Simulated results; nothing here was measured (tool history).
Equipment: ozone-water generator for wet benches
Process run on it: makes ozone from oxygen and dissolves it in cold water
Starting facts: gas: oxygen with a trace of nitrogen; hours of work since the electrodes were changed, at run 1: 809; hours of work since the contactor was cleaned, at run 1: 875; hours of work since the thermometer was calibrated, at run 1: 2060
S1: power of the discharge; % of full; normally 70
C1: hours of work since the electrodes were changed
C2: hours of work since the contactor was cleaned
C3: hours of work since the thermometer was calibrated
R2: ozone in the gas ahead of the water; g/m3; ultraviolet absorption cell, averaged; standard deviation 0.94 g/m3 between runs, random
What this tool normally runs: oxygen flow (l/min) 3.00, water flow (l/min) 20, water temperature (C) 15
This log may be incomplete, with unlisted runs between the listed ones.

Run 1, hour 0.0: usual settings; C1 809; C2 875; C3 2060. Result: dissolved ozone (ppm) 9.4, R2 155.2 g/m3.
Run 2, hour 30.7: usual settings but water temperature (C) 18; C1 838; C2 903; C3 2089. Result: dissolved ozone (ppm) 9.2, R2 156.1 g/m3.
Run 3, hour 59.5: usual settings but water temperature (C) 18; C1 865; C2 930; C3 2116. Result: dissolved ozone (ppm) 9.0, R2 156.1 g/m3.
Run 4, hour 123.0: usual settings but water flow (l/min) 25; C1 924; C2 990; C3 2176. Result: dissolved ozone (ppm) 7.0, R2 155.7 g/m3.
Run 5, hour 179.5: usual settings but S1 66 % of full; C1 977; C2 1043; C3 2229. Result: dissolved ozone (ppm) 8.9, R2 148.6 g/m3.
Run 6, hour 219.3: usual settings but S1 66 % of full; C1 1015; C2 1081; C3 2266. Result: dissolved ozone (ppm) 9.2, R2 150.0 g/m3.
Run 7, hour 269.5: usual settings but S1 66 % of full; C1 1062; C2 1128; C3 2313. Result: dissolved ozone (ppm) 9.1, R2 149.5 g/m3.
Run 8, hour 301.7: usual settings; C1 1092; C2 1158; C3 2344. Result: dissolved ozone (ppm) 9.4, R2 155.1 g/m3.
Run 9, hour 333.9: usual settings; C1 1123; C2 1188; C3 2374. Result: dissolved ozone (ppm) 9.5, R2 154.4 g/m3.
At hour 342.0: contactor cleaned.
Run 10, hour 379.1: usual settings; C1 1161; C2 35; C3 2413. Result: dissolved ozone (ppm) 9.2, R2 152.7 g/m3.
Run 11, hour 439.3: usual settings but S1 56 % of full; C1 1218; C2 91; C3 2469. Result: dissolved ozone (ppm) 8.1, R2 138.6 g/m3.
Run 12, hour 505.6: usual settings but S1 56 % of full, water temperature (C) 20; C1 1280; C2 154; C3 2531. Result: dissolved ozone (ppm) 7.8, R2 136.9 g/m3.
Run 13, hour 546.4: usual settings but S1 69 % of full, oxygen flow (l/min) 3.78, water flow (l/min) 16; C1 1319; C2 192; C3 2570. Result: dissolved ozone (ppm) 12.3, R2 139.2 g/m3.
Run 14, hour 579.0: usual settings but S1 69 % of full, oxygen flow (l/min) 3.78, water flow (l/min) 16, water temperature (C) 11; C1 1349; C2 223; C3 2601. Result: dissolved ozone (ppm) 13.0, R2 139.4 g/m3.
Run 15, hour 617.4: usual settings but S1 69 % of full, oxygen flow (l/min) 3.78, water flow (l/min) 16, water temperature (C) 21; C1 1385; C2 259; C3 2637. Result: dissolved ozone (ppm) 11.4, R2 138.3 g/m3.
Run 16, hour 666.6: usual settings but S1 69 % of full, oxygen flow (l/min) 3.78, water flow (l/min) 16, water temperature (C) 14; C1 1432; C2 305; C3 2683. Result: dissolved ozone (ppm) 12.3, R2 137.7 g/m3.
At hour 685.4: contactor cleaned, once more.
Run 17, hour 736.1: usual settings but S1 50 % of full, oxygen flow (l/min) 3.78, water flow (l/min) 22, water temperature (C) 14; C1 1493; C2 48; C3 2744. Result: dissolved ozone (ppm) 7.4, R2 115.6 g/m3.
Run 18, hour 794.2: usual settings but S1 62 % of full, water temperature (C) 14; C1 1548; C2 102; C3 2799. Result: dissolved ozone (ppm) 8.7, R2 143.9 g/m3.
Run 19, hour 833.3: usual settings but oxygen flow (l/min) 2.75; C1 1585; C2 139; C3 2836. Result: dissolved ozone (ppm) 8.9, R2 159.1 g/m3.
Run 20, hour 889.0: usual settings but oxygen flow (l/min) 2.75; C1 1637; C2 191; C3 2888. Result: dissolved ozone (ppm) 9.0, R2 157.7 g/m3.
Run 21, hour 925.4: usual settings but oxygen flow (l/min) 1.98, water temperature (C) 18; C1 1671; C2 226; C3 2922. Result: dissolved ozone (ppm) 7.7, R2 180.8 g/m3.
Run 22, hour 969.5: usual settings but oxygen flow (l/min) 1.98, water temperature (C) 18; C1 1713; C2 267; C3 2964. Result: dissolved ozone (ppm) 7.7, R2 178.6 g/m3.
Run 23, hour 1026.8: usual settings but S1 59 % of full, water temperature (C) 7; C1 1766; C2 321; C3 3018. Result: dissolved ozone (ppm) 8.9, R2 138.6 g/m3.

Pick out some run-to-run changes in dissolved ozone (ppm). Of each, how much would a tool without hidden state show as well, from the settings, what came in and chance, and how much is left for the hidden state and any gauge scatter not in both results compared?
Hidden state present: yield of the discharge, % of new electrodes'; contactor's efficiency, % of a clean one's; true water temperature over the reading, C; drift of the gauge itself on ozone_ppm, %; drift of the gauge itself on gas_g_m3, %.
Run 12 -> 13: S1 56 -> 69, oxygen flow (l/min) 3.00 -> 3.78, water flow (l/min) 20 -> 16, water temperature (C) 20 -> 15. dissolved ozone (ppm) +4.5: hidden state -0.3, all else +4.8.
Run 16 -> 17: S1 69 -> 50, water flow (l/min) 16 -> 22, contactor cleaned, once more. dissolved ozone (ppm) -4.9: hidden state +0.5, all else -5.4.
